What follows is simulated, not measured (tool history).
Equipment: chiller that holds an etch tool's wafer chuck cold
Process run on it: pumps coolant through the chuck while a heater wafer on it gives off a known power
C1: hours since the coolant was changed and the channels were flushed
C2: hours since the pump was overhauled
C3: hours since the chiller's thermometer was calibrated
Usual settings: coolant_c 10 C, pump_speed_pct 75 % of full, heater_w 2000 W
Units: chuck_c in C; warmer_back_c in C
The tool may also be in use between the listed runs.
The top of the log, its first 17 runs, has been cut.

run 18 day=24.542 | coolant_c=7 pump_speed_pct=75 heater_w=2000 | C1=2830 C2=2010 C3=80 | chuck_c=24.5 warmer_back_c=7.91
run 19 day=26.362 | coolant_c=7 pump_speed_pct=75 heater_w=2000 | C1=2874 C2=2053 C3=124 | chuck_c=24.4 warmer_back_c=7.89
run 20 day=27.546 | coolant_c=1 pump_speed_pct=75 heater_w=2420 | C1=2902 C2=2082 C3=152 | chuck_c=21.8 warmer_back_c=9.52
run 21 day=29.067 | coolant_c=4 pump_speed_pct=86 heater_w=2446 | C1=2939 C2=2118 C3=189 | chuck_c=23 warmer_back_c=8.4
run 22 day=30.321 | coolant_c=11 pump_speed_pct=92 heater_w=1765 | C1=2969 C2=2148 C3=219 | chuck_c=23.9 warmer_back_c=5.79
run 23 day=31.329 | coolant_c=11 pump_speed_pct=69 heater_w=2799 | C1=2993 C2=2173 C3=243 | chuck_c=37.2 warmer_back_c=12.03
run 24 day=33.079 | coolant_c=11 pump_speed_pct=69 heater_w=2799 | C1=3035 C2=2215 C3=285 | chuck_c=37.1 warmer_back_c=12.06
run 25 day=34.658 | coolant_c=8 pump_speed_pct=86 heater_w=2764 | C1=3073 C2=2253 C3=323 | chuck_c=29.3 warmer_back_c=9.46
run 26 day=35.633 | coolant_c=8 pump_speed_pct=86 heater_w=2764 | C1=3096 C2=2276 C3=347 | chuck_c=29.3 warmer_back_c=9.5
run 27 day=36.525 | coolant_c=8 pump_speed_pct=86 heater_w=2764 | C1=3118 C2=2297 C3=368 | chuck_c=29.2 warmer_back_c=9.51
-- day=36.667 gauge calibrated
run 28 day=38.346 | coolant_c=10 pump_speed_pct=84 heater_w=2000 | C1=3162 C2=2341 C3=412 | chuck_c=25.8 warmer_back_c=6.85
run 29 day=40 | coolant_c=10 pump_speed_pct=84 heater_w=2000 | C1=3201 C2=2381 C3=451 | chuck_c=25.6 warmer_back_c=6.86
run 30 day=40.883 | coolant_c=15 pump_speed_pct=84 heater_w=2000 | C1=3222 C2=2402 C3=473 | chuck_c=30.9 warmer_back_c=6.86
run 31 day=42.067 | coolant_c=15 pump_speed_pct=84 heater_w=2000 | C1=3251 C2=2430 C3=501 | chuck_c=30.5 warmer_back_c=6.9
run 32 day=43.121 | coolant_c=15 pump_speed_pct=84 heater_w=2000 | C1=3276 C2=2456 C3=526 | chuck_c=30.6 warmer_back_c=6.93

Consider 3 possible next runs. They are alternatives, not a sequence: every one starts from the tool as it was left by run 32. What does each give?
run A day=45.046 | coolant_c=15 pump_speed_pct=93 heater_w=2000 | C1=3322 C2=2502 C3=573 | chuck_c=? warmer_back_c=?
run B day=45.046 | coolant_c=5 pump_speed_pct=91 heater_w=1915 | C1=3322 C2=2502 C3=573 | chuck_c=? warmer_back_c=?
run C day=45.046 | coolant_c=15 pump_speed_pct=88 heater_w=2000 | C1=3322 C2=2502 C3=573 | chuck_c=? warmer_back_c=?

run=A chuck_c=29.4 warmer_back_c=6.21
run=B chuck_c=19 warmer_back_c=6.07
run=C chuck_c=30.2 warmer_back_c=6.55
Without the tool's unlogged condition, the same runs would have read:
run=A chuck_c=29.4 warmer_back_c=6.14
run=B chuck_c=19 warmer_back_c=6
run=C chuck_c=30.1 warmer_back_c=6.48
